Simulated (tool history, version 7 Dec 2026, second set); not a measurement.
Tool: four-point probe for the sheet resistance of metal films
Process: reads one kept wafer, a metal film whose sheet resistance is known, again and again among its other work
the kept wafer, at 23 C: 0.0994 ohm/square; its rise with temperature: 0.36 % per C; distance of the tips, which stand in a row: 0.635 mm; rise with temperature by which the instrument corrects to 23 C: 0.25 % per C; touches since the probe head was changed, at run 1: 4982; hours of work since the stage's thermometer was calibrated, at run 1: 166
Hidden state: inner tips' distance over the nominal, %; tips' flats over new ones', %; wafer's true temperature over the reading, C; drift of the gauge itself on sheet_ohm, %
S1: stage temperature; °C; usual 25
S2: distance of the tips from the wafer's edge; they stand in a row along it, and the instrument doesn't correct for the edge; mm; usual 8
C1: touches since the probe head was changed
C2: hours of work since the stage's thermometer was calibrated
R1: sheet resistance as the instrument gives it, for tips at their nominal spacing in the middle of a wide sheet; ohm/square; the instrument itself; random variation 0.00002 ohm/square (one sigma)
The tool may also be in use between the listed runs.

run 1 hour=0.0 | S1=25 S2=8 | C1=4982 C2=166 | R1=0.100380
run 2 hour=10.9 | S1=25 S2=41 | C1=5187 C2=173 | R1=0.100021
run 3 hour=25.0 | S1=25 S2=41 | C1=5455 C2=182 | R1=0.100036
run 4 hour=36.4 | S1=25 S2=41 | C1=5671 C2=189 | R1=0.100037
run 5 hour=50.1 | S1=25 S2=41 | C1=5930 C2=198 | R1=0.100043
run 6 hour=66.7 | S1=25 S2=41 | C1=6245 C2=208 | R1=0.100041
run 7 hour=79.4 | S1=26 S2=8 | C1=6485 C2=216 | R1=0.100479
run 8 hour=90.3 | S1=26 S2=8 | C1=6691 C2=223 | R1=0.100476
run 9 hour=99.6 | S1=25 S2=8 | C1=6868 C2=229 | R1=0.100387
run 10 hour=113.5 | S1=25 S2=8 | C1=7130 C2=238 | R1=0.100371
run 11 hour=126.5 | S1=25 S2=28 | C1=7376 C2=246 | R1=0.100049
run 12 hour=136.3 | S1=25 S2=28 | C1=7562 C2=252 | R1=0.100062
run 13 hour=148.6 | S1=25 S2=28 | C1=7795 C2=260 | R1=0.100057
run 14 hour=161.5 | S1=25 S2=8 | C1=8040 C2=268 | R1=0.100392
run 15 hour=168.4 | S1=25 S2=8 | C1=8170 C2=273 | R1=0.100376
run 16 hour=175.4 | S1=25 S2=8 | C1=8302 C2=277 | R1=0.100377
run 17 hour=192.1 | S1=25 S2=8 | C1=8619 C2=288 | R1=0.100357
run 18 hour=208.0 | S1=25 S2=8 | C1=8920 C2=298 | R1=0.100389
run 19 hour=223.0 | S1=25 S2=8 | C1=9204 C2=307 | R1=0.100347
run 20 hour=231.8 | S1=25 S2=8 | C1=9371 C2=313 | R1=0.100352
run 21 hour=245.4 | S1=25 S2=8 | C1=9629 C2=321 | R1=0.100365
run 22 hour=258.6 | S1=25 S2=8 | C1=9879 C2=330 | R1=0.100351
run 23 hour=273.2 | S1=25 S2=8 | C1=10154 C2=339 | R1=0.100374
run 24 hour=282.1 | S1=23 S2=8 | C1=10324 C2=345 | R1=0.100136
run 25 hour=297.8 | S1=23 S2=8 | C1=10620 C2=354 | R1=0.100131
run 26 hour=304.8 | S1=23 S2=8 | C1=10753 C2=359 | R1=0.100144
run 27 hour=315.2 | S1=33 S2=21 | C1=10950 C2=365 | R1=0.100879

Forecast run 28:
run 28 hour=326.9 | S1=24 S2=18 | C1=11172 C2=373 | R1=?

Run 28 gave R1 0.099930 ohm/square.
Without the tool's hidden state the same run would have given R1 0.099535 ohm/square.

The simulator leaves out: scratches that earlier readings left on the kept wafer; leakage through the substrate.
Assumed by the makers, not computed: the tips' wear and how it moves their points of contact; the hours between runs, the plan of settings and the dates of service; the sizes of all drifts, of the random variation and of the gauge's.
